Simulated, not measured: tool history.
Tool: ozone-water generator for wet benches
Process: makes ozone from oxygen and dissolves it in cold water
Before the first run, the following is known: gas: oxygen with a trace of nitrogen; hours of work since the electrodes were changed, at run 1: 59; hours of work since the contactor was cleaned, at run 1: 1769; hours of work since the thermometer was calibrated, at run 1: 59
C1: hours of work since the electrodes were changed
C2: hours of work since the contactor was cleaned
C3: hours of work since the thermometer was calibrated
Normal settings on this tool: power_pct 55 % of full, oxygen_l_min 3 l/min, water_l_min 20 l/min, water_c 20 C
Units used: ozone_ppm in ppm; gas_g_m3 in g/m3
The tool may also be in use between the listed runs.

{"run": 1, "hour": 0.0, "power_pct": 55, "oxygen_l_min": 3, "water_l_min": 20, "water_c": 20, "C1": 59, "C2": 1769, "C3": 59, "ozone_ppm": 12.2, "gas_g_m3": 152.5}
{"run": 2, "hour": 17.7, "power_pct": 55, "oxygen_l_min": 3, "water_l_min": 20, "water_c": 20, "C1": 75, "C2": 1785, "C3": 75, "ozone_ppm": 12.2, "gas_g_m3": 152.1}
{"run": 3, "hour": 59.1, "power_pct": 55, "oxygen_l_min": 3, "water_l_min": 14, "water_c": 20, "C1": 114, "C2": 1823, "C3": 114, "ozone_ppm": 16.3, "gas_g_m3": 151.2}
{"run": 4, "hour": 99.1, "power_pct": 55, "oxygen_l_min": 3, "water_l_min": 14, "water_c": 20, "C1": 151, "C2": 1861, "C3": 151, "ozone_ppm": 16.2, "gas_g_m3": 150.9}
{"run": 5, "hour": 122.0, "power_pct": 55, "oxygen_l_min": 3, "water_l_min": 14, "water_c": 20, "C1": 172, "C2": 1882, "C3": 172, "ozone_ppm": 16.2, "gas_g_m3": 150.9}
{"run": 6, "hour": 162.5, "power_pct": 55, "oxygen_l_min": 3, "water_l_min": 14, "water_c": 20, "C1": 210, "C2": 1919, "C3": 210, "ozone_ppm": 16.2, "gas_g_m3": 150.2}
{"run": 7, "hour": 189.6, "power_pct": 55, "oxygen_l_min": 3, "water_l_min": 14, "water_c": 20, "C1": 235, "C2": 1945, "C3": 235, "ozone_ppm": 16.1, "gas_g_m3": 148}
{"run": 8, "hour": 219.3, "power_pct": 53, "oxygen_l_min": 3, "water_l_min": 20, "water_c": 20, "C1": 262, "C2": 1972, "C3": 262, "ozone_ppm": 12.1, "gas_g_m3": 147.4}
{"hour": 221.9, "done": "water thermometer calibrated"}
{"run": 9, "hour": 252.2, "power_pct": 53, "oxygen_l_min": 3, "water_l_min": 20, "water_c": 13, "C1": 293, "C2": 2002, "C3": 28, "ozone_ppm": 12.9, "gas_g_m3": 146.5}
{"run": 10, "hour": 276.2, "power_pct": 53, "oxygen_l_min": 3, "water_l_min": 20, "water_c": 13, "C1": 315, "C2": 2024, "C3": 50, "ozone_ppm": 12.8, "gas_g_m3": 145.7}
{"run": 11, "hour": 293.6, "power_pct": 76, "oxygen_l_min": 2.03, "water_l_min": 29, "water_c": 20, "C1": 331, "C2": 2041, "C3": 67, "ozone_ppm": 9.3, "gas_g_m3": 210.8}
{"hour": 315.4, "done": "water thermometer calibrated, once more"}
{"run": 12, "hour": 329.5, "power_pct": 63, "oxygen_l_min": 1.69, "water_l_min": 21, "water_c": 25, "C1": 364, "C2": 2074, "C3": 13, "ozone_ppm": 10.1, "gas_g_m3": 203.8}
{"run": 13, "hour": 361.0, "power_pct": 55, "oxygen_l_min": 3, "water_l_min": 23, "water_c": 14, "C1": 393, "C2": 2103, "C3": 42, "ozone_ppm": 11.5, "gas_g_m3": 148.3}
{"run": 14, "hour": 398.6, "power_pct": 51, "oxygen_l_min": 3, "water_l_min": 23, "water_c": 24, "C1": 428, "C2": 2138, "C3": 77, "ozone_ppm": 10, "gas_g_m3": 143.3}
{"run": 15, "hour": 426.7, "power_pct": 51, "oxygen_l_min": 3, "water_l_min": 23, "water_c": 24, "C1": 454, "C2": 2164, "C3": 103, "ozone_ppm": 9.9, "gas_g_m3": 143.3}
{"run": 16, "hour": 450.4, "power_pct": 98, "oxygen_l_min": 3.16, "water_l_min": 14, "water_c": 17, "C1": 476, "C2": 2186, "C3": 125, "ozone_ppm": 22.1, "gas_g_m3": 191.2}
{"run": 17, "hour": 481.7, "power_pct": 55, "oxygen_l_min": 1.59, "water_l_min": 14, "water_c": 20, "C1": 505, "C2": 2215, "C3": 154, "ozone_ppm": 13.9, "gas_g_m3": 197.3}
{"run": 18, "hour": 518.1, "power_pct": 55, "oxygen_l_min": 2.9, "water_l_min": 20, "water_c": 26, "C1": 539, "C2": 2249, "C3": 188, "ozone_ppm": 11.4, "gas_g_m3": 150.4}
{"run": 19, "hour": 554.6, "power_pct": 64, "oxygen_l_min": 3, "water_l_min": 20, "water_c": 12, "C1": 573, "C2": 2283, "C3": 222, "ozone_ppm": 14.1, "gas_g_m3": 158.3}
{"run": 20, "hour": 595.2, "power_pct": 72, "oxygen_l_min": 4.47, "water_l_min": 20, "water_c": 13, "C1": 611, "C2": 2320, "C3": 260, "ozone_ppm": 16.2, "gas_g_m3": 140}

Forecast each of these 5 alternatives for the next run:
{"run": "A", "hour": 636.0, "power_pct": 55, "oxygen_l_min": 3.72, "water_l_min": 30, "water_c": 20, "C1": 649, "C2": 2358, "C3": 298, "ozone_ppm": "?", "gas_g_m3": "?"}
{"run": "B", "hour": 636.0, "power_pct": 85, "oxygen_l_min": 3.59, "water_l_min": 24, "water_c": 20, "C1": 649, "C2": 2358, "C3": 298, "ozone_ppm": "?", "gas_g_m3": "?"}
{"run": "C", "hour": 636.0, "power_pct": 72, "oxygen_l_min": 4.47, "water_l_min": 20, "water_c": 13, "C1": 649, "C2": 2358, "C3": 298, "ozone_ppm": "?", "gas_g_m3": "?"}
{"run": "D", "hour": 636.0, "power_pct": 55, "oxygen_l_min": 3, "water_l_min": 29, "water_c": 14, "C1": 649, "C2": 2358, "C3": 298, "ozone_ppm": "?", "gas_g_m3": "?"}
{"run": "E", "hour": 636.0, "power_pct": 72, "oxygen_l_min": 4.47, "water_l_min": 20, "water_c": 24, "C1": 649, "C2": 2358, "C3": 298, "ozone_ppm": "?", "gas_g_m3": "?"}

run=A ozone_ppm=8.7 gas_g_m3=132.7
run=B ozone_ppm=13.2 gas_g_m3=166.2
run=C ozone_ppm=15.9 gas_g_m3=139.1
run=D ozone_ppm=8.8 gas_g_m3=146.4
run=E ozone_ppm=13.6 gas_g_m3=140.6
Without the tool's unlogged condition, the same runs would have read:
run=A ozone_ppm=9.2 gas_g_m3=137.3
run=B ozone_ppm=14.1 gas_g_m3=173.5
run=C ozone_ppm=17 gas_g_m3=144.7
run=D ozone_ppm=9.3 gas_g_m3=151.6
run=E ozone_ppm=14.4 gas_g_m3=146.3
